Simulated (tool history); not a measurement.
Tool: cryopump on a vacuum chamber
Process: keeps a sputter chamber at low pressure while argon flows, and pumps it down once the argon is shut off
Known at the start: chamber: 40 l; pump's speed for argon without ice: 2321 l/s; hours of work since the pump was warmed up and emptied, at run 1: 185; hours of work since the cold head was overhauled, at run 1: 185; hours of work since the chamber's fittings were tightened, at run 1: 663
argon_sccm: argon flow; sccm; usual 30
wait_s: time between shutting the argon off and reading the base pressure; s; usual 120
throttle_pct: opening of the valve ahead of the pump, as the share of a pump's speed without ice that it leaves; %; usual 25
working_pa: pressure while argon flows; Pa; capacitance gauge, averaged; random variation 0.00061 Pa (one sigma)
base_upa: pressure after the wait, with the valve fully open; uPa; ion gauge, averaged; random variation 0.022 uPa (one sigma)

| run | hour | argon_sccm | wait_s | throttle_pct | hours of work since the pump was warmed up and emptied | hours of work since the cold head was overhauled | hours of work since the chamber's fittings were tightened | working_pa | base_upa |
|---|---|---|---|---|---|---|---|---|---|
| 1 | 0.0 | 30 | 120 | 25 | 185 | 185 | 663 | 0.0887 | 0.97 |
| 2 | 7.8 | 30 | 120 | 25 | 188 | 188 | 666 | 0.0893 | 0.95 |
| 3 | 22.5 | 30 | 120 | 56 | 194 | 194 | 672 | 0.0407 | 0.97 |
| 4 | 32.4 | 30 | 120 | 56 | 198 | 198 | 676 | 0.0414 | 0.92 |
| 5 | 44.4 | 30 | 120 | 56 | 203 | 203 | 681 | 0.0413 | 1.02 |
| 6 | 60.6 | 30 | 120 | 56 | 210 | 210 | 687 | 0.0407 | 0.97 |
| 7 | 71.6 | 30 | 120 | 56 | 214 | 214 | 692 | 0.0412 | 0.97 |
| 8 | 87.9 | 30 | 120 | 56 | 221 | 221 | 698 | 0.0412 | 0.98 |
| 9 | 98.5 | 40 | 120 | 56 | 225 | 225 | 703 | 0.0548 | 1.00 |
| 10 | 110.4 | 40 | 120 | 56 | 230 | 230 | 707 | 0.0556 | 0.98 |
| 11 | 126.0 | 30 | 120 | 25 | 236 | 236 | 714 | 0.0891 | 1.00 |
| 12 | 143.3 | 30 | 120 | 25 | 243 | 243 | 721 | 0.0903 | 1.01 |
| 13 | 160.4 | 30 | 120 | 25 | 250 | 250 | 728 | 0.0891 | 0.99 |
| 14 | 177.8 | 30 | 120 | 25 | 257 | 257 | 735 | 0.0894 | 1.01 |
| 15 | 192.2 | 30 | 120 | 25 | 263 | 263 | 740 | 0.0892 | 1.00 |
| 16 | 204.7 | 30 | 120 | 25 | 268 | 268 | 745 | 0.0886 | 1.02 |
| 17 | 220.8 | 30 | 120 | 25 | 274 | 274 | 752 | 0.0897 | 1.01 |
| 18 | 234.6 | 30 | 120 | 25 | 280 | 280 | 757 | 0.0904 | 1.02 |
| 19 | 252.6 | 14 | 38 | 50 | 287 | 287 | 765 | 0.0225 | 2.05 |
| 20 | 270.6 | 22 | 202 | 57 | 294 | 294 | 772 | 0.0294 | 0.86 |
| 21 | 289.9 | 22 | 258 | 23 | 302 | 302 | 780 | 0.0712 | 0.79 |
| 22 | 298.4 | 22 | 258 | 23 | 305 | 305 | 783 | 0.0730 | 0.76 |
| 23 | 310.9 | 22 | 258 | 30 | 311 | 311 | 788 | 0.0550 | 0.80 |
| 24 | 327.2 | 49 | 72 | 34 | 317 | 317 | 795 | 0.1101 | 1.26 |
| 25 | 344.2 | 30 | 21 | 25 | 324 | 324 | 802 | 0.0903 | 3.18 |
| 26 | 358.0 | 30 | 21 | 25 | 330 | 330 | 807 | 0.0907 | 3.16 |
| 27 | 376.3 | 30 | 21 | 25 | 337 | 337 | 815 | 0.0908 | 3.15 |
| 28 | 391.5 | 30 | 21 | 25 | 343 | 343 | 821 | 0.0899 | 3.23 |
| 29 | 408.9 | 60 | 211 | 22 | 350 | 350 | 828 | 0.2049 | 0.90 |
| 30 | 426.4 | 24 | 272 | 30 | 357 | 357 | 835 | 0.0596 | 0.78 |
| 31 | 440.3 | 30 | 249 | 41 | 363 | 363 | 840 | 0.0569 | 0.82 |
| 32 | 457.3 | 30 | 249 | 41 | 370 | 370 | 847 | 0.0579 | 0.88 |
| 33 | 469.5 | 30 | 249 | 41 | 375 | 375 | 852 | 0.0568 | 0.87 |
| 34 | 484.7 | 21 | 120 | 25 | 381 | 381 | 858 | 0.0635 | 1.09 |
| 35 | 501.0 | 24 | 67 | 25 | 387 | 387 | 865 | 0.0735 | 1.50 |

Measured less the same run without the tool's hidden state. The same run-to-run variation is in both; the gauge's scatter may not be:
The hidden state here: pump's speed, % of a pump's without ice; cold plate's temperature, K; leak into the chamber, uPa l/s; drift of the gauge itself on working_pa, %; drift of the gauge itself on base_upa, %.
| run | working_pa | base_upa |
|---|---|---|
| 1 | +0.0018 | +0.36 |
| 2 | +0.0019 | +0.37 |
| 3 | +0.0019 | +0.37 |
| 4 | +0.0020 | +0.36 |
| 5 | +0.0020 | +0.39 |
| 6 | +0.0020 | +0.39 |
| 7 | +0.0020 | +0.39 |
| 8 | +0.0021 | +0.38 |
| 9 | +0.0029 | +0.40 |
| 10 | +0.0030 | +0.40 |
| 11 | +0.0023 | +0.41 |
| 12 | +0.0023 | +0.41 |
| 13 | +0.0024 | +0.41 |
| 14 | +0.0025 | +0.41 |
| 15 | +0.0025 | +0.41 |
| 16 | +0.0025 | +0.42 |
| 17 | +0.0026 | +0.44 |
| 18 | +0.0027 | +0.44 |
| 19 | +0.0013 | +0.45 |
| 20 | +0.0021 | +0.45 |
| 21 | +0.0022 | +0.45 |
| 22 | +0.0022 | +0.46 |
| 23 | +0.0022 | +0.45 |
| 24 | +0.0050 | +0.44 |
| 25 | +0.0032 | +0.46 |
| 26 | +0.0032 | +0.46 |
| 27 | +0.0033 | +0.46 |
| 28 | +0.0033 | +0.47 |
| 29 | +0.0068 | +0.50 |
| 30 | +0.0027 | +0.48 |
| 31 | +0.0035 | +0.49 |
| 32 | +0.0036 | +0.50 |
| 33 | +0.0037 | +0.51 |
| 34 | +0.0026 | +0.50 |
| 35 | +0.0031 | +0.52 |

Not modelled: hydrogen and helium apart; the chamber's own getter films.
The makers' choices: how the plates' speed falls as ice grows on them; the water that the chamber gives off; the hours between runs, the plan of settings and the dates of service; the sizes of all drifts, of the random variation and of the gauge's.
